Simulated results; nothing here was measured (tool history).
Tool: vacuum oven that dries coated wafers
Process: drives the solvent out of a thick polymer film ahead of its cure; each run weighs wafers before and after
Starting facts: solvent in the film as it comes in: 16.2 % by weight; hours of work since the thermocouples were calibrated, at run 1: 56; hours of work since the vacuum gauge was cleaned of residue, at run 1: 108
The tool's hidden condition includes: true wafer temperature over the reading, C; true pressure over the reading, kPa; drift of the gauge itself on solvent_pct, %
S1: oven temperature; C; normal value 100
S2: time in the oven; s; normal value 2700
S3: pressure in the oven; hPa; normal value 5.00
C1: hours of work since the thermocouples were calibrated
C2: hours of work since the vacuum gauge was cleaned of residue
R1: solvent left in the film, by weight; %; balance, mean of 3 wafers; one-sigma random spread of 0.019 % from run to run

run 1 hour=0.0 | S1=100 S2=2700 S3=5.00 | C1=56 C2=108 | R1=0.70
run 2 hour=11.8 | S1=100 S2=2700 S3=5.00 | C1=63 C2=115 | R1=0.74
run 3 hour=32.3 | S1=100 S2=2700 S3=5.00 | C1=74 C2=126 | R1=0.71
run 4 hour=48.4 | S1=100 S2=2700 S3=5.00 | C1=83 C2=135 | R1=0.70
run 5 hour=61.6 | S1=100 S2=2700 S3=5.00 | C1=91 C2=142 | R1=0.70
run 6 hour=83.0 | S1=100 S2=2700 S3=8.37 | C1=103 C2=154 | R1=0.86
run 7 hour=105.3 | S1=100 S2=2700 S3=14.27 | C1=115 C2=167 | R1=1.17
run 8 hour=115.5 | S1=100 S2=2700 S3=5.00 | C1=121 C2=173 | R1=0.74
-- hour=119.1 oven's thermocouples calibrated
run 9 hour=131.5 | S1=100 S2=2580 S3=5.90 | C1=7 C2=180 | R1=0.81
run 10 hour=145.0 | S1=103 S2=2100 S3=3.57 | C1=14 C2=188 | R1=0.87
run 11 hour=160.7 | S1=113 S2=2100 S3=5.62 | C1=23 C2=197 | R1=0.35
run 12 hour=170.9 | S1=100 S2=4680 S3=4.45 | C1=29 C2=203 | R1=0.27
run 13 hour=181.5 | S1=100 S2=2100 S3=5.16 | C1=35 C2=208 | R1=1.24
run 14 hour=197.5 | S1=95 S2=2700 S3=3.29 | C1=44 C2=217 | R1=1.08
run 15 hour=216.8 | S1=101 S2=1380 S3=9.82 | C1=55 C2=228 | R1=2.66
run 16 hour=234.3 | S1=101 S2=1380 S3=9.82 | C1=65 C2=238 | R1=2.63

Alternative continuations, all from the tool just after run 16; predict every row:
-- hour=241.6 oven's thermocouples calibrated, once more
run A hour=255.7 | S1=101 S2=1980 S3=5.08 | C1=8 C2=249 | R1=?
-- hour=241.6 oven's thermocouples calibrated, once more
run B hour=255.7 | S1=101 S2=2880 S3=7.74 | C1=8 C2=249 | R1=?
-- hour=241.6 oven's thermocouples calibrated, once more
run C hour=255.7 | S1=103 S2=3120 S3=5.84 | C1=8 C2=249 | R1=?
-- hour=241.6 oven's thermocouples calibrated, once more
run D hour=255.7 | S1=101 S2=2220 S3=3.87 | C1=8 C2=249 | R1=?

run=A R1=1.27
run=B R1=0.71
run=C R1=0.44
run=D R1=0.94
With the hidden condition removed and each run's random variation left untouched, the same runs would have given:
run=A R1=1.25
run=B R1=0.69
run=C R1=0.42
run=D R1=0.92

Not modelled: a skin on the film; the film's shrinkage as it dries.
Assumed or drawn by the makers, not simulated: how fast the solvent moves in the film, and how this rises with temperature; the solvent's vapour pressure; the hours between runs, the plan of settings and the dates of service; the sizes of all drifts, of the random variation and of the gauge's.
